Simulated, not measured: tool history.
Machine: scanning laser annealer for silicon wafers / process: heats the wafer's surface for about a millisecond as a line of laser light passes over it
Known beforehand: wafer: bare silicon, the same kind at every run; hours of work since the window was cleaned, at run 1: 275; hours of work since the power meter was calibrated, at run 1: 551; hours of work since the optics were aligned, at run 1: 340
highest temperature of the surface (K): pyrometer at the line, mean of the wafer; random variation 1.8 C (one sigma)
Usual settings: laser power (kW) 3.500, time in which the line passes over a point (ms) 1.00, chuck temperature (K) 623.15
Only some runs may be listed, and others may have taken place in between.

| run | hour | laser power (kW) | time in which the line passes over a point (ms) | chuck temperature (K) | hours of work since the window was cleaned | hours of work since the power meter was calibrated | hours of work since the optics were aligned | highest temperature of the surface (K) |
|---|---|---|---|---|---|---|---|---|
| 1 | 0.0 | 3.500 | 1.00 | 623.15 | 275 | 551 | 340 | 1339.15 |
| 2 | 32.5 | 3.500 | 1.00 | 623.15 | 291 | 568 | 356 | 1337.15 |
| 3 | 93.6 | 3.500 | 1.00 | 623.15 | 322 | 598 | 387 | 1339.15 |
| 4 | 158.6 | 3.500 | 1.00 | 623.15 | 354 | 631 | 420 | 1342.15 |
| 5 | 199.3 | 3.500 | 1.00 | 623.15 | 375 | 651 | 440 | 1339.15 |
| 6 | 246.8 | 3.500 | 1.00 | 623.15 | 398 | 675 | 464 | 1341.15 |
| 7 | 282.1 | 3.500 | 1.00 | 623.15 | 416 | 693 | 481 | 1341.15 |
| 8 | 329.6 | 3.802 | 0.86 | 607.15 | 440 | 716 | 505 | 1342.15 |
| 9 | 397.4 | 3.500 | 1.21 | 611.15 | 474 | 750 | 539 | 1391.15 |
| 10 | 450.5 | 3.500 | 0.87 | 623.15 | 500 | 777 | 566 | 1299.15 |
| 11 | 481.6 | 3.500 | 0.73 | 615.15 | 516 | 792 | 581 | 1238.15 |

Consider 4 possible next runs. They are alternatives, not a sequence: every one starts from the tool as it was left by run 11. What does each give?
| A | 512.1 | 2.984 | 0.93 | 646.15 | 531 | 808 | 596 | ? |
| B | 512.1 | 3.159 | 1.00 | 623.15 | 531 | 808 | 596 | ? |
| C | 512.1 | 3.500 | 1.00 | 652.15 | 531 | 808 | 596 | ? |
| D | 512.1 | 3.176 | 0.75 | 593.15 | 531 | 808 | 596 | ? |

| run | highest temperature of the surface (K) |
|---|---|
| A | 1221.15 |
| B | 1259.15 |
| C | 1368.15 |
| D | 1158.15 |
With no hidden state in the tool, these same runs would have given:
| run | highest temperature of the surface (K) |
|---|---|
| A | 1221.15 |
| B | 1260.15 |
| C | 1369.15 |
| D | 1159.15 |

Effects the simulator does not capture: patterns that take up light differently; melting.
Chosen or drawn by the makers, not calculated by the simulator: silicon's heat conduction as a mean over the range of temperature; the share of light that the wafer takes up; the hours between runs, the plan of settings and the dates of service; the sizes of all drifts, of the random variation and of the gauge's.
